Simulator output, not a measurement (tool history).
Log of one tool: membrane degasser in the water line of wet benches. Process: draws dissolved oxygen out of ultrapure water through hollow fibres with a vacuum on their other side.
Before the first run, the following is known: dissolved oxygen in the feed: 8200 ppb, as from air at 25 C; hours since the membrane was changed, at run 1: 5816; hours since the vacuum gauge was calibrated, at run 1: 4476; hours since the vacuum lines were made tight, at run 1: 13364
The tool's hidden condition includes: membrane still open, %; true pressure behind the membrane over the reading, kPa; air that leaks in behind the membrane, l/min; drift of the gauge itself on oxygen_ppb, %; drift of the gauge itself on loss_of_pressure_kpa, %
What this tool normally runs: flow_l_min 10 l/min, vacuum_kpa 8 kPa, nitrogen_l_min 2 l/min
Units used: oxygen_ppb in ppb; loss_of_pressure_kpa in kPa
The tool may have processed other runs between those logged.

run	hour	flow_l_min	vacuum_kpa	nitrogen_l_min	hours since the membrane was changed	hours since the vacuum gauge was calibrated	hours since the vacuum lines were made tight	oxygen_ppb	loss_of_pressure_kpa
1	0	10	8	2	5816	4476	13364	100	53.85
# hour 145.7: vacuum gauge calibrated
2	182.8	10	8	3.18	5998	37	13547	78.1	53.99
3	381.5	10	8	2	6197	236	13745	99.6	54.42
4	595.8	10	8	2	6411	450	13960	97.5	54.56
5	779.9	10	8	2	6595	634	14144	99.7	54.26
6	923	10	8	2	6738	777	14287	98.6	54.47
7	1098.6	10	10.54	2	6914	953	14462	129.1	54.66
# hour 1211: seals of the vacuum lines changed
8	1275.3	10	8	1.34	7088	1128	64	125.5	54.32
9	1493.2	7	14.72	0.98	7306	1346	282	199	38.09
10	1702.1	11	8	2	7515	1554	491	126.5	59.88
11	1890.6	9	8.64	2	7704	1743	680	83.7	48.93
12	2069.9	9	10.94	2.17	7883	1922	859	102.5	48.9
13	2161.3	9	6.13	3.55	7974	2014	950	42.7	48.99

Predict each of these 4 candidate next runs independently; none follows another, all start after run 13:
A	2342.7	6	11.04	2	8156	2195	1132	?	?
B	2342.7	15	8	3.49	8156	2195	1132	?	?
C	2342.7	9	17.38	4.18	8156	2195	1132	?	?
D	2342.7	10	6.53	4.85	8156	2195	1132	?	?

run	oxygen_ppb	loss_of_pressure_kpa
A	59.4	33.37
B	241.4	81.57
C	100.7	49.13
D	58.9	54.43
With no hidden state in the tool, these same runs would have given:
run	oxygen_ppb	loss_of_pressure_kpa
A	59.4	32.98
B	241	80.6
C	100.6	48.55
D	58.8	53.79

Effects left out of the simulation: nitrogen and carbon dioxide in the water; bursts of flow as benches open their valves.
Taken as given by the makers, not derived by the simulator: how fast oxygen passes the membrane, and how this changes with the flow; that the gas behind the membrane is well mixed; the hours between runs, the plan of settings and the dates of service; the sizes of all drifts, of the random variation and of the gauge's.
